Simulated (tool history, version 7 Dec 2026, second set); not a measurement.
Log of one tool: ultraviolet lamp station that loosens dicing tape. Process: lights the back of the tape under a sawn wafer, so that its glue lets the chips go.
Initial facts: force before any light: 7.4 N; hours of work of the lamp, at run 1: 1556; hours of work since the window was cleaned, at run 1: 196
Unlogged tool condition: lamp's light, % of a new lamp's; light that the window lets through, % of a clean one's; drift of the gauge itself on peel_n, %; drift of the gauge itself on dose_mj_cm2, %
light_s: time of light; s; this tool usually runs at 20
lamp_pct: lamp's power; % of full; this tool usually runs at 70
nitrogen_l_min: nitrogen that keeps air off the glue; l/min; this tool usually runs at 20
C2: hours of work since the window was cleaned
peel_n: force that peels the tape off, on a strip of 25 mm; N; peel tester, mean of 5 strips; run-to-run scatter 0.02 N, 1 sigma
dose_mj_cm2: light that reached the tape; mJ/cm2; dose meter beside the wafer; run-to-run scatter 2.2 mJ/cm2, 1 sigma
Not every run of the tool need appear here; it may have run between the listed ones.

run 1 day=0.000 | light_s=20 lamp_pct=70 nitrogen_l_min=20 | hours_of_work_of_the_lamp=1556 C2=196 | peel_n=1.910 dose_mj_cm2=127
-- day=0.433 window cleaned of glue's vapour
run 2 day=1.271 | light_s=20 lamp_pct=70 nitrogen_l_min=20 | hours_of_work_of_the_lamp=1573 C2=11 | peel_n=2.017 dose_mj_cm2=121
run 3 day=2.842 | light_s=20 lamp_pct=70 nitrogen_l_min=20 | hours_of_work_of_the_lamp=1594 C2=33 | peel_n=2.167 dose_mj_cm2=120
run 4 day=4.704 | light_s=20 lamp_pct=75 nitrogen_l_min=20 | hours_of_work_of_the_lamp=1619 C2=58 | peel_n=1.897 dose_mj_cm2=124
run 5 day=7.217 | light_s=20 lamp_pct=75 nitrogen_l_min=20 | hours_of_work_of_the_lamp=1653 C2=92 | peel_n=2.042 dose_mj_cm2=119
-- day=8.742 window cleaned of glue's vapour, once more
run 6 day=9.638 | light_s=20 lamp_pct=70 nitrogen_l_min=20 | hours_of_work_of_the_lamp=1685 C2=12 | peel_n=1.849 dose_mj_cm2=130
run 7 day=11.483 | light_s=20 lamp_pct=70 nitrogen_l_min=20 | hours_of_work_of_the_lamp=1710 C2=37 | peel_n=1.863 dose_mj_cm2=129
run 8 day=13.833 | light_s=20 lamp_pct=70 nitrogen_l_min=20 | hours_of_work_of_the_lamp=1742 C2=69 | peel_n=1.961 dose_mj_cm2=124
run 9 day=15.129 | light_s=20 lamp_pct=70 nitrogen_l_min=20 | hours_of_work_of_the_lamp=1760 C2=86 | peel_n=1.997 dose_mj_cm2=127
run 10 day=16.554 | light_s=20 lamp_pct=70 nitrogen_l_min=20 | hours_of_work_of_the_lamp=1779 C2=106 | peel_n=2.006 dose_mj_cm2=122
run 11 day=17.817 | light_s=20 lamp_pct=70 nitrogen_l_min=20 | hours_of_work_of_the_lamp=1796 C2=123 | peel_n=2.010 dose_mj_cm2=125
run 12 day=19.521 | light_s=20 lamp_pct=78 nitrogen_l_min=20 | hours_of_work_of_the_lamp=1819 C2=146 | peel_n=1.836 dose_mj_cm2=137
run 13 day=21.462 | light_s=20 lamp_pct=70 nitrogen_l_min=20 | hours_of_work_of_the_lamp=1845 C2=172 | peel_n=2.077 dose_mj_cm2=121
run 14 day=23.250 | light_s=20 lamp_pct=70 nitrogen_l_min=20 | hours_of_work_of_the_lamp=1869 C2=196 | peel_n=2.217 dose_mj_cm2=117
-- day=23.796 window cleaned of glue's vapour
run 15 day=25.054 | light_s=16 lamp_pct=63 nitrogen_l_min=20 | hours_of_work_of_the_lamp=1894 C2=17 | peel_n=3.002 dose_mj_cm2=93
run 16 day=27.175 | light_s=16 lamp_pct=63 nitrogen_l_min=20 | hours_of_work_of_the_lamp=1922 C2=46 | peel_n=2.791 dose_mj_cm2=87
-- day=27.879 lamp changed
run 17 day=29.850 | light_s=10 lamp_pct=70 nitrogen_l_min=20 | hours_of_work_of_the_lamp=27 C2=81 | peel_n=2.736 dose_mj_cm2=94
run 18 day=32.317 | light_s=10 lamp_pct=60 nitrogen_l_min=20 | hours_of_work_of_the_lamp=60 C2=115 | peel_n=3.123 dose_mj_cm2=79
run 19 day=34.138 | light_s=14 lamp_pct=72 nitrogen_l_min=26 | hours_of_work_of_the_lamp=85 C2=139 | peel_n=1.604 dose_mj_cm2=134
run 20 day=36.150 | light_s=18 lamp_pct=71 nitrogen_l_min=17 | hours_of_work_of_the_lamp=112 C2=166 | peel_n=1.463 dose_mj_cm2=159
run 21 day=38.300 | light_s=18 lamp_pct=71 nitrogen_l_min=17 | hours_of_work_of_the_lamp=141 C2=196 | peel_n=1.481 dose_mj_cm2=161

Estimate the outcome of run 22 from the log above:
-- day=38.846 window cleaned of glue's vapour
run 22 day=39.633 | light_s=28 lamp_pct=71 nitrogen_l_min=17 | hours_of_work_of_the_lamp=159 C2=11 | peel_n=? dose_mj_cm2=?

Logged for run 22: peel_n 0.583 N, dose_mj_cm2 269 mJ/cm2.
Take away the tool's hidden state, keep the run-to-run variation as it was, and the same run would have given peel_n 0.534 N, dose_mj_cm2 281 mJ/cm2.
